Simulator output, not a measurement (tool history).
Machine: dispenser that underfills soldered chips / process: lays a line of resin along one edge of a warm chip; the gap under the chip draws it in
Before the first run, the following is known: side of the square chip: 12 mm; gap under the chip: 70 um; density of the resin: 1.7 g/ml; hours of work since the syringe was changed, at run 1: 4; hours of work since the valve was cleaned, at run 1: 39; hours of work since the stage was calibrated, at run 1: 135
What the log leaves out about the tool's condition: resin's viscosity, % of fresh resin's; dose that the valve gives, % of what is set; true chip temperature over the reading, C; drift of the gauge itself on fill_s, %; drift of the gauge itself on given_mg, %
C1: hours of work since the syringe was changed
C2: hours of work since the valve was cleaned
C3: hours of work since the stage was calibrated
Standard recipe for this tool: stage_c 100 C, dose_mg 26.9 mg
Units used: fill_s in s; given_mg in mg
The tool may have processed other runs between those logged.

{"run": 1, "hour": 0.0, "stage_c": 100, "dose_mg": 26.9, "C1": 4, "C2": 39, "C3": 135, "fill_s": 80.2, "given_mg": 26.26}
{"run": 2, "hour": 3.2, "stage_c": 100, "dose_mg": 26.9, "C1": 6, "C2": 42, "C3": 138, "fill_s": 95.5, "given_mg": 26.15}
{"run": 3, "hour": 7.0, "stage_c": 100, "dose_mg": 26.9, "C1": 9, "C2": 45, "C3": 141, "fill_s": 115, "given_mg": 26.18}
{"hour": 8.5, "done": "new syringe of resin"}
{"run": 4, "hour": 10.8, "stage_c": 100, "dose_mg": 26.9, "C1": 2, "C2": 47, "C3": 144, "fill_s": 71.6, "given_mg": 25.97}
{"run": 5, "hour": 14.2, "stage_c": 100, "dose_mg": 26.9, "C1": 4, "C2": 50, "C3": 146, "fill_s": 85.5, "given_mg": 25.98}
{"run": 6, "hour": 17.0, "stage_c": 100, "dose_mg": 24.7, "C1": 7, "C2": 52, "C3": 148, "fill_s": 99.6, "given_mg": 23.75}
{"run": 7, "hour": 20.6, "stage_c": 102, "dose_mg": 24.7, "C1": 9, "C2": 55, "C3": 151, "fill_s": 110.7, "given_mg": 23.83}
{"hour": 21.8, "done": "new syringe of resin"}
{"run": 8, "hour": 24.8, "stage_c": 100, "dose_mg": 29.2, "C1": 2, "C2": 58, "C3": 154, "fill_s": 73.5, "given_mg": 28.08}
{"run": 9, "hour": 28.9, "stage_c": 100, "dose_mg": 29.2, "C1": 6, "C2": 61, "C3": 157, "fill_s": 89.6, "given_mg": 28.1}
{"run": 10, "hour": 31.0, "stage_c": 100, "dose_mg": 29.2, "C1": 7, "C2": 63, "C3": 159, "fill_s": 99.5, "given_mg": 27.88}
{"hour": 35.2, "done": "new syringe of resin"}
{"run": 11, "hour": 35.9, "stage_c": 100, "dose_mg": 26.9, "C1": 0, "C2": 67, "C3": 163, "fill_s": 64.3, "given_mg": 25.79}
{"run": 12, "hour": 39.9, "stage_c": 100, "dose_mg": 26.9, "C1": 4, "C2": 70, "C3": 166, "fill_s": 79.6, "given_mg": 25.54}
{"run": 13, "hour": 43.6, "stage_c": 104, "dose_mg": 23.4, "C1": 7, "C2": 73, "C3": 169, "fill_s": 88, "given_mg": 22.21}
{"run": 14, "hour": 47.9, "stage_c": 94, "dose_mg": 30.4, "C1": 10, "C2": 76, "C3": 172, "fill_s": 141.4, "given_mg": 28.81}
{"hour": 48.5, "done": "new syringe of resin"}
{"run": 15, "hour": 50.5, "stage_c": 92, "dose_mg": 26.9, "C1": 2, "C2": 78, "C3": 174, "fill_s": 84.7, "given_mg": 25.47}
{"run": 16, "hour": 53.8, "stage_c": 100, "dose_mg": 24, "C1": 4, "C2": 80, "C3": 176, "fill_s": 84.4, "given_mg": 22.7}
{"run": 17, "hour": 57.1, "stage_c": 110, "dose_mg": 22.9, "C1": 7, "C2": 83, "C3": 179, "fill_s": 76.2, "given_mg": 21.54}
{"hour": 60.1, "done": "dispensing valve cleaned and set on the balance"}
{"run": 18, "hour": 62.0, "stage_c": 108, "dose_mg": 26.9, "C1": 10, "C2": 2, "C3": 182, "fill_s": 95.2, "given_mg": 26.93}
{"hour": 63.0, "done": "new syringe of resin"}
{"run": 19, "hour": 66.7, "stage_c": 113, "dose_mg": 33, "C1": 3, "C2": 5, "C3": 186, "fill_s": 52.3, "given_mg": 33}
{"run": 20, "hour": 69.1, "stage_c": 99, "dose_mg": 31.1, "C1": 5, "C2": 7, "C3": 187, "fill_s": 89.5, "given_mg": 31.03}
{"run": 21, "hour": 72.7, "stage_c": 97, "dose_mg": 23.3, "C1": 8, "C2": 10, "C3": 190, "fill_s": 118.8, "given_mg": 23.29}
{"hour": 76.2, "done": "new syringe of resin"}
{"run": 22, "hour": 77.3, "stage_c": 102, "dose_mg": 32.3, "C1": 1, "C2": 13, "C3": 194, "fill_s": 64, "given_mg": 32.17}
{"run": 23, "hour": 79.6, "stage_c": 89, "dose_mg": 25.3, "C1": 3, "C2": 15, "C3": 195, "fill_s": 106.8, "given_mg": 25.15}

Branching from run 23: 5 alternative next runs. What would each branch give?
{"run": "A", "hour": 83.2, "stage_c": 98, "dose_mg": 29.9, "C1": 5, "C2": 18, "C3": 198, "fill_s": "?", "given_mg": "?"}
{"run": "B", "hour": 83.2, "stage_c": 89, "dose_mg": 31.9, "C1": 5, "C2": 18, "C3": 198, "fill_s": "?", "given_mg": "?"}
{"run": "C", "hour": 83.2, "stage_c": 100, "dose_mg": 34.7, "C1": 5, "C2": 18, "C3": 198, "fill_s": "?", "given_mg": "?"}
{"run": "D", "hour": 83.2, "stage_c": 94, "dose_mg": 23.3, "C1": 5, "C2": 18, "C3": 198, "fill_s": "?", "given_mg": "?"}
{"run": "E", "hour": 83.2, "stage_c": 101, "dose_mg": 23.8, "C1": 5, "C2": 18, "C3": 198, "fill_s": "?", "given_mg": "?"}

run=A fill_s=95.9 given_mg=29.63
run=B fill_s=124.3 given_mg=31.56
run=C fill_s=88.7 given_mg=34.41
run=D fill_s=110.6 given_mg=23.24
run=E fill_s=91.1 given_mg=23.5
Without the tool's hidden state the same runs would have given:
run=A fill_s=62.9 given_mg=29.93
run=B fill_s=81.4 given_mg=31.89
run=C fill_s=58.1 given_mg=34.76
run=D fill_s=72.5 given_mg=23.48
run=E fill_s=59.8 given_mg=23.74
